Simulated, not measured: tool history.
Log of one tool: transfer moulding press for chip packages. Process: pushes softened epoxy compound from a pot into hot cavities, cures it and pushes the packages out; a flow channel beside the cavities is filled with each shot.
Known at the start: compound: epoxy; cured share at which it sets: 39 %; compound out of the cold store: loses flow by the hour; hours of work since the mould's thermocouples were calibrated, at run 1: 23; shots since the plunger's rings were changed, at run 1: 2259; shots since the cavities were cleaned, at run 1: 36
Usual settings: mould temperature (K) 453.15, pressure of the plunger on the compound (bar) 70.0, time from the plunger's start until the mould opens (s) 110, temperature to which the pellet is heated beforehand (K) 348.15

| run | hour | mould temperature (K) | pressure of the plunger on the compound (bar) | time from the plunger's start until the mould opens (s) | temperature to which the pellet is heated beforehand (K) | hours of work since the mould's thermocouples were calibrated | shots since the plunger's rings were changed | shots since the cavities were cleaned | incoming compound's hours out of the cold store | length that the compound runs in the flow channel (mm) | greatest force on the pins that push the packages out (N) |
|---|---|---|---|---|---|---|---|---|---|---|---|
| 1 | 0.0 | 453.15 | 70.0 | 110 | 348.15 | 23 | 2259 | 36 | 10.3 | 595 | 259 |
|  | 52.7 | cavities cleaned with cleaning compound and waxed |
| 2 | 52.7 | 453.15 | 70.0 | 110 | 348.15 | 60 | 2847 | 0 | 27.0 | 549 | 235 |
| 3 | 100.4 | 453.15 | 70.0 | 110 | 348.15 | 95 | 3394 | 547 | 40.2 | 514 | 310 |
|  | 110.9 | cavities cleaned with cleaning compound and waxed |
| 4 | 150.1 | 453.15 | 70.0 | 110 | 348.15 | 130 | 3948 | 450 | 28.9 | 537 | 301 |
|  | 168.5 | cavities cleaned with cleaning compound and waxed |
| 5 | 183.7 | 453.15 | 70.0 | 110 | 348.15 | 153 | 4317 | 175 | 27.3 | 541 | 272 |
|  | 224.0 | cavities cleaned with cleaning compound and waxed |
|  | 234.4 | plunger's sealing rings changed |
| 6 | 234.4 | 453.15 | 70.0 | 110 | 348.15 | 187 | 0 | 91 | 43.2 | 531 | 255 |
| 7 | 258.8 | 453.15 | 70.0 | 110 | 348.15 | 205 | 280 | 371 | 24.8 | 574 | 295 |
|  | 284.0 | cavities cleaned with cleaning compound and waxed |
| 8 | 286.1 | 453.15 | 70.0 | 110 | 348.15 | 223 | 576 | 24 | 12.3 | 604 | 251 |
| 9 | 327.4 | 453.15 | 70.0 | 110 | 348.15 | 253 | 1050 | 498 | 22.3 | 575 | 303 |
|  | 340.0 | cavities cleaned with cleaning compound and waxed |
| 10 | 360.5 | 449.15 | 70.0 | 110 | 348.15 | 276 | 1412 | 235 | 44.9 | 527 | 330 |
|  | 397.9 | cavities cleaned with cleaning compound and waxed |
| 11 | 412.6 | 454.15 | 84.9 | 110 | 344.15 | 313 | 1994 | 169 | 34.4 | 594 | 262 |

Run 12 comes next. What will it give?
| 12 | 445.3 | 454.15 | 84.9 | 124 | 348.15 | 337 | 2369 | 544 | 17.9 | ? | ? |

length that the compound runs in the flow channel (mm): 628
greatest force on the pins that push the packages out (N): 281
Without the tool's hidden state the same run would have given length that the compound runs in the flow channel (mm) 646, greatest force on the pins that push the packages out (N) 217.
